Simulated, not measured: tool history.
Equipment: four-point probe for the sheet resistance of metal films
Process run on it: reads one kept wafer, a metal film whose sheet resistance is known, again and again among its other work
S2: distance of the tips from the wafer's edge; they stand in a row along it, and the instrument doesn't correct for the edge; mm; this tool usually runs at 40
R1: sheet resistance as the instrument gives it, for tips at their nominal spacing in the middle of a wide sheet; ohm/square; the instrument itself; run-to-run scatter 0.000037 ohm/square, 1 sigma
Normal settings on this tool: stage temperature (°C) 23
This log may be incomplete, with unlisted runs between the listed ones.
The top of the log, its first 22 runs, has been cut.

{"run": 23, "hour": 584.5, "stage temperature (°C)": 23, "S2": 40, "R1": 0.18959}
{"run": 24, "hour": 604.3, "stage temperature (°C)": 23, "S2": 40, "R1": 0.189546}
{"run": 25, "hour": 624.8, "stage temperature (°C)": 26, "S2": 71, "R1": 0.189869}
{"run": 26, "hour": 643.5, "stage temperature (°C)": 20, "S2": 13, "R1": 0.189918}
{"run": 27, "hour": 666.7, "stage temperature (°C)": 20, "S2": 9, "R1": 0.190651}
{"run": 28, "hour": 691.3, "stage temperature (°C)": 24, "S2": 40, "R1": 0.189751}
{"run": 29, "hour": 716.8, "stage temperature (°C)": 30, "S2": 5, "R1": 0.194274}
{"run": 30, "hour": 738.4, "stage temperature (°C)": 29, "S2": 16, "R1": 0.190638}
{"run": 31, "hour": 762.0, "stage temperature (°C)": 24, "S2": 3, "R1": 0.200506}
{"run": 32, "hour": 784.5, "stage temperature (°C)": 24, "S2": 3, "R1": 0.200586}
{"run": 33, "hour": 817.6, "stage temperature (°C)": 22, "S2": 3, "R1": 0.200365}
{"run": 34, "hour": 853.5, "stage temperature (°C)": 22, "S2": 3, "R1": 0.200427}
{"run": 35, "hour": 886.7, "stage temperature (°C)": 23, "S2": 9, "R1": 0.191119}
{"run": 36, "hour": 907.5, "stage temperature (°C)": 23, "S2": 9, "R1": 0.191145}
{"run": 37, "hour": 926.3, "stage temperature (°C)": 22, "S2": 9, "R1": 0.191178}
{"run": 38, "hour": 948.0, "stage temperature (°C)": 24, "S2": 3, "R1": 0.20073}
{"run": 39, "hour": 974.0, "stage temperature (°C)": 33, "S2": 12, "R1": 0.191619}
{"run": 40, "hour": 990.7, "stage temperature (°C)": 23, "S2": 23, "R1": 0.190233}
{"run": 41, "hour": 1014.4, "stage temperature (°C)": 23, "S2": 23, "R1": 0.190301}
{"hour": 1028.6, "done": "new probe head fitted"}
{"run": 42, "hour": 1039.1, "stage temperature (°C)": 23, "S2": 23, "R1": 0.187327}
{"run": 43, "hour": 1057.1, "stage temperature (°C)": 23, "S2": 68, "R1": 0.187221}
{"run": 44, "hour": 1082.6, "stage temperature (°C)": 23, "S2": 68, "R1": 0.18726}

3 options for the next run, each taken on its own from the tool as it stands now. Forecast them:
{"run": "A", "hour": 1108.2, "stage temperature (°C)": 23, "S2": 43, "R1": "?"}
{"run": "B", "hour": 1108.2, "stage temperature (°C)": 22, "S2": 21, "R1": "?"}
{"run": "C", "hour": 1108.2, "stage temperature (°C)": 26, "S2": 40, "R1": "?"}

run=A R1=0.187404
run=B R1=0.187387
run=C R1=0.18755
Without the tool's hidden state the same runs would have given:
run=A R1=0.186839
run=B R1=0.186821
run=C R1=0.186987
